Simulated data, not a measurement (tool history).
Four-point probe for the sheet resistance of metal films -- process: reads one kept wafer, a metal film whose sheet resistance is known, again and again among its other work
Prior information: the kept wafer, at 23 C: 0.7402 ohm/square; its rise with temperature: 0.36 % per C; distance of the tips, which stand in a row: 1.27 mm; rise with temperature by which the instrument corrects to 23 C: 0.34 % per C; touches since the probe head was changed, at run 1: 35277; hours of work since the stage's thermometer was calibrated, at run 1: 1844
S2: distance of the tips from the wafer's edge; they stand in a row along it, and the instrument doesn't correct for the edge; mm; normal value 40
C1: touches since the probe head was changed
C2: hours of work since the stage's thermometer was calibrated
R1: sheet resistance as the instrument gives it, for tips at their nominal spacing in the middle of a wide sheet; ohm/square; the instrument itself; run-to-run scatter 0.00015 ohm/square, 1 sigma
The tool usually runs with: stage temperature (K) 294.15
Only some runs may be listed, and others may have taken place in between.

run 1 day=0 | stage_temperature_(K)=294.15 S2=40 | C1=35277 C2=1844 | R1=0.743101
run 2 day=1.446 | stage_temperature_(K)=294.15 S2=21 | C1=36416 C2=1863 | R1=0.744146
run 3 day=4.029 | stage_temperature_(K)=294.15 S2=21 | C1=38451 C2=1895 | R1=0.744002
run 4 day=6.862 | stage_temperature_(K)=294.15 S2=21 | C1=40681 C2=1931 | R1=0.744314
run 5 day=10.262 | stage_temperature_(K)=294.15 S2=21 | C1=43357 C2=1974 | R1=0.74423
run 6 day=11.938 | stage_temperature_(K)=294.15 S2=21 | C1=44674 C2=1995 | R1=0.744428
run 7 day=14.662 | stage_temperature_(K)=294.15 S2=40 | C1=46818 C2=2030 | R1=0.743425
run 8 day=16.258 | stage_temperature_(K)=294.15 S2=7 | C1=48075 C2=2050 | R1=0.755661
run 9 day=18.158 | stage_temperature_(K)=293.15 S2=40 | C1=49571 C2=2074 | R1=0.743341
run 10 day=20.567 | stage_temperature_(K)=293.15 S2=40 | C1=51466 C2=2105 | R1=0.743301
run 11 day=24.158 | stage_temperature_(K)=298.15 S2=34 | C1=54296 C2=2150 | R1=0.744507
run 12 day=26.746 | stage_temperature_(K)=302.15 S2=34 | C1=56332 C2=2183 | R1=0.745168
run 13 day=28.621 | stage_temperature_(K)=295.15 S2=3 | C1=57808 C2=2207 | R1=0.808619
run 14 day=31.983 | stage_temperature_(K)=297.15 S2=10 | C1=60454 C2=2249 | R1=0.750431
run 15 day=34.229 | stage_temperature_(K)=298.15 S2=9 | C1=62223 C2=2278 | R1=0.752221
run 16 day=36.217 | stage_temperature_(K)=298.15 S2=9 | C1=63787 C2=2303 | R1=0.752588
run 17 day=39.046 | stage_temperature_(K)=292.15 S2=7 | C1=66015 C2=2339 | R1=0.7564
run 18 day=42.154 | stage_temperature_(K)=296.15 S2=7 | C1=68460 C2=2378 | R1=0.757239

What if the next run were any one of these 3? Each begins from the tool's condition after run 18:
run A day=44.771 | stage_temperature_(K)=295.15 S2=7 | C1=70522 C2=2411 | R1=?
run B day=44.771 | stage_temperature_(K)=307.15 S2=4 | C1=70522 C2=2411 | R1=?
run C day=44.771 | stage_temperature_(K)=307.15 S2=5 | C1=70522 C2=2411 | R1=?

run=A R1=0.7571
run=B R1=0.784159
run=C R1=0.770978
The same runs, with their run-to-run variation unchanged, on a tool lacking any hidden condition would have given:
run=A R1=0.752893
run=B R1=0.779846
run=C R1=0.766732
